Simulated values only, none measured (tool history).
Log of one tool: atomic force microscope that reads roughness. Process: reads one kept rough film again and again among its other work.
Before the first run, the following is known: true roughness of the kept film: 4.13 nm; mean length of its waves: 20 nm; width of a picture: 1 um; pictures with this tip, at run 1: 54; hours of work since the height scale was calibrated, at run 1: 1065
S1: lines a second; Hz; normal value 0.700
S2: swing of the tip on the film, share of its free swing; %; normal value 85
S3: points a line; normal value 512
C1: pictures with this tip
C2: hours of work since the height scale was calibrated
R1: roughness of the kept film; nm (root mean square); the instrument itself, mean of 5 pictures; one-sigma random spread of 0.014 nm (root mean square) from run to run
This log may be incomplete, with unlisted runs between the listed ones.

{"run": 1, "hour": 0.0, "S1": 0.7, "S2": 85, "S3": 512, "C1": 54, "C2": 1065, "R1": 2.469}
{"run": 2, "hour": 58.8, "S1": 0.7, "S2": 85, "S3": 512, "C1": 127, "C2": 1098, "R1": 1.953}
{"hour": 68.5, "done": "new tip fitted"}
{"run": 3, "hour": 113.9, "S1": 0.7, "S2": 85, "S3": 512, "C1": 56, "C2": 1129, "R1": 2.543}
{"run": 4, "hour": 174.1, "S1": 0.7, "S2": 85, "S3": 512, "C1": 131, "C2": 1164, "R1": 1.972}
{"hour": 178.4, "done": "new tip fitted"}
{"run": 5, "hour": 217.6, "S1": 0.7, "S2": 85, "S3": 512, "C1": 49, "C2": 1188, "R1": 2.661}
{"run": 6, "hour": 252.3, "S1": 0.7, "S2": 85, "S3": 512, "C1": 92, "C2": 1208, "R1": 2.324}
{"hour": 288.3, "done": "new tip fitted"}
{"run": 7, "hour": 319.7, "S1": 0.7, "S2": 85, "S3": 744, "C1": 39, "C2": 1246, "R1": 2.754}
{"run": 8, "hour": 367.0, "S1": 0.7, "S2": 85, "S3": 491, "C1": 98, "C2": 1273, "R1": 2.174}
{"hour": 397.5, "done": "new tip fitted"}
{"run": 9, "hour": 405.7, "S1": 0.785, "S2": 85, "S3": 512, "C1": 10, "C2": 1295, "R1": 3.169}
{"run": 10, "hour": 433.8, "S1": 1.5, "S2": 85, "S3": 512, "C1": 45, "C2": 1310, "R1": 2.585}
{"run": 11, "hour": 483.6, "S1": 1.5, "S2": 85, "S3": 512, "C1": 107, "C2": 1339, "R1": 2.068}
{"hour": 506.7, "done": "new tip fitted"}
{"run": 12, "hour": 518.0, "S1": 0.7, "S2": 85, "S3": 512, "C1": 14, "C2": 1358, "R1": 3.08}
{"run": 13, "hour": 552.9, "S1": 0.7, "S2": 85, "S3": 512, "C1": 58, "C2": 1378, "R1": 2.571}
{"run": 14, "hour": 608.1, "S1": 0.7, "S2": 85, "S3": 512, "C1": 126, "C2": 1409, "R1": 1.997}
{"hour": 619.8, "done": "new tip fitted"}
{"run": 15, "hour": 656.9, "S1": 0.7, "S2": 85, "S3": 512, "C1": 47, "C2": 1437, "R1": 2.752}
{"run": 16, "hour": 716.4, "S1": 0.7, "S2": 85, "S3": 512, "C1": 121, "C2": 1471, "R1": 2.115}
{"hour": 727.8, "done": "new tip fitted"}
{"run": 17, "hour": 764.7, "S1": 0.7, "S2": 85, "S3": 512, "C1": 46, "C2": 1498, "R1": 2.718}
{"run": 18, "hour": 813.6, "S1": 0.7, "S2": 85, "S3": 512, "C1": 107, "C2": 1526, "R1": 2.183}
{"hour": 835.3, "done": "new tip fitted"}
{"run": 19, "hour": 843.3, "S1": 3.694, "S2": 85, "S3": 512, "C1": 10, "C2": 1542, "R1": 2.655}
{"run": 20, "hour": 893.3, "S1": 3.694, "S2": 85, "S3": 512, "C1": 72, "C2": 1571, "R1": 2.082}
{"hour": 944.5, "done": "new tip fitted"}
{"run": 21, "hour": 944.5, "S1": 3.694, "S2": 85, "S3": 512, "C1": 0, "C2": 1600, "R1": 2.783}
{"hour": 961.2, "done": "height scale calibrated on a step standard"}
{"run": 22, "hour": 989.7, "S1": 3.694, "S2": 85, "S3": 512, "C1": 55, "C2": 16, "R1": 2.202}
{"run": 23, "hour": 1047.9, "S1": 3.694, "S2": 85, "S3": 512, "C1": 128, "C2": 49, "R1": 1.749}
{"hour": 1059.0, "done": "new tip fitted"}
{"run": 24, "hour": 1090.4, "S1": 3.694, "S2": 85, "S3": 512, "C1": 39, "C2": 73, "R1": 2.337}
{"run": 25, "hour": 1129.1, "S1": 3.694, "S2": 85, "S3": 512, "C1": 87, "C2": 95, "R1": 1.969}
{"hour": 1168.9, "done": "new tip fitted"}
{"run": 26, "hour": 1178.1, "S1": 3.694, "S2": 85, "S3": 512, "C1": 12, "C2": 123, "R1": 2.636}
{"run": 27, "hour": 1233.7, "S1": 0.7, "S2": 82, "S3": 484, "C1": 81, "C2": 155, "R1": 2.333}
{"hour": 1277.8, "done": "new tip fitted"}
{"run": 28, "hour": 1299.8, "S1": 1.054, "S2": 85, "S3": 512, "C1": 28, "C2": 192, "R1": 2.815}
{"run": 29, "hour": 1336.6, "S1": 2.512, "S2": 85, "S3": 512, "C1": 74, "C2": 213, "R1": 2.2}
{"hour": 1390.2, "done": "new tip fitted"}
{"run": 30, "hour": 1402.0, "S1": 0.7, "S2": 89, "S3": 848, "C1": 15, "C2": 250, "R1": 3.052}
{"run": 31, "hour": 1443.0, "S1": 0.7, "S2": 58, "S3": 954, "C1": 66, "C2": 273, "R1": 2.55}
{"run": 32, "hour": 1493.5, "S1": 2.097, "S2": 85, "S3": 512, "C1": 129, "C2": 302, "R1": 1.87}
{"hour": 1498.5, "done": "new tip fitted"}
{"run": 33, "hour": 1540.6, "S1": 0.7, "S2": 65, "S3": 512, "C1": 53, "C2": 328, "R1": 2.62}
{"run": 34, "hour": 1572.7, "S1": 1.245, "S2": 63, "S3": 512, "C1": 93, "C2": 347, "R1": 2.227}
{"hour": 1609.2, "done": "new tip fitted"}
{"run": 35, "hour": 1634.3, "S1": 1.245, "S2": 63, "S3": 512, "C1": 31, "C2": 382, "R1": 2.891}
{"run": 36, "hour": 1663.8, "S1": 0.821, "S2": 56, "S3": 512, "C1": 68, "C2": 398, "R1": 2.537}
{"hour": 1719.6, "done": "new tip fitted"}
{"run": 37, "hour": 1719.6, "S1": 0.821, "S2": 56, "S3": 512, "C1": 0, "C2": 430, "R1": 3.332}
{"run": 38, "hour": 1784.8, "S1": 0.7, "S2": 85, "S3": 337, "C1": 81, "C2": 467, "R1": 2.309}
{"run": 39, "hour": 1823.0, "S1": 0.7, "S2": 85, "S3": 337, "C1": 128, "C2": 489, "R1": 1.969}
{"hour": 1828.5, "done": "new tip fitted"}
{"run": 40, "hour": 1856.2, "S1": 1.159, "S2": 85, "S3": 929, "C1": 34, "C2": 507, "R1": 2.779}
{"run": 41, "hour": 1900.7, "S1": 0.984, "S2": 67, "S3": 353, "C1": 90, "C2": 533, "R1": 2.27}
{"hour": 1940.3, "done": "new tip fitted"}
{"run": 42, "hour": 1970.8, "S1": 0.984, "S2": 56, "S3": 353, "C1": 38, "C2": 572, "R1": 2.792}
{"run": 43, "hour": 2021.3, "S1": 0.56, "S2": 65, "S3": 790, "C1": 101, "C2": 601, "R1": 2.27}
{"hour": 2051.1, "done": "new tip fitted"}
{"run": 44, "hour": 2051.1, "S1": 0.56, "S2": 65, "S3": 790, "C1": 0, "C2": 618, "R1": 3.348}
{"run": 45, "hour": 2119.8, "S1": 2.137, "S2": 66, "S3": 259, "C1": 85, "C2": 657, "R1": 2.229}
{"run": 46, "hour": 2149.8, "S1": 3.345, "S2": 66, "S3": 368, "C1": 123, "C2": 674, "R1": 1.952}
{"hour": 2164.5, "done": "new tip fitted"}
{"run": 47, "hour": 2183.5, "S1": 0.7, "S2": 81, "S3": 512, "C1": 24, "C2": 693, "R1": 2.949}
{"run": 48, "hour": 2248.8, "S1": 0.7, "S2": 85, "S3": 493, "C1": 105, "C2": 730, "R1": 2.148}
{"hour": 2274.0, "done": "new tip fitted"}
{"run": 49, "hour": 2314.5, "S1": 3.805, "S2": 85, "S3": 410, "C1": 51, "C2": 767, "R1": 2.192}
{"run": 50, "hour": 2376.0, "S1": 0.7, "S2": 70, "S3": 512, "C1": 127, "C2": 802, "R1": 2.036}
{"hour": 2381.6, "done": "new tip fitted"}
{"run": 51, "hour": 2428.3, "S1": 0.7, "S2": 70, "S3": 512, "C1": 58, "C2": 831, "R1": 2.675}

What if the next run were any one of these 4? Each begins from the tool's condition after run 51:
{"hour": 2491.6, "done": "new tip fitted"}
{"run": "A", "hour": 2498.2, "S1": 0.899, "S2": 82, "S3": 371, "C1": 8, "C2": 871, "R1": "?"}
{"hour": 2491.6, "done": "new tip fitted"}
{"run": "B", "hour": 2498.2, "S1": 2.791, "S2": 85, "S3": 278, "C1": 8, "C2": 871, "R1": "?"}
{"hour": 2491.6, "done": "new tip fitted"}
{"run": "C", "hour": 2498.2, "S1": 0.7, "S2": 73, "S3": 512, "C1": 8, "C2": 871, "R1": "?"}
{"hour": 2491.6, "done": "new tip fitted"}
{"run": "D", "hour": 2498.2, "S1": 0.83, "S2": 70, "S3": 512, "C1": 8, "C2": 871, "R1": "?"}

run=A R1=3.023
run=B R1=2.731
run=C R1=3.143
run=D R1=3.141
With the hidden condition removed and each run's random variation left untouched, the same runs would have given:
run=A R1=3.190
run=B R1=2.881
run=C R1=3.317
run=D R1=3.314
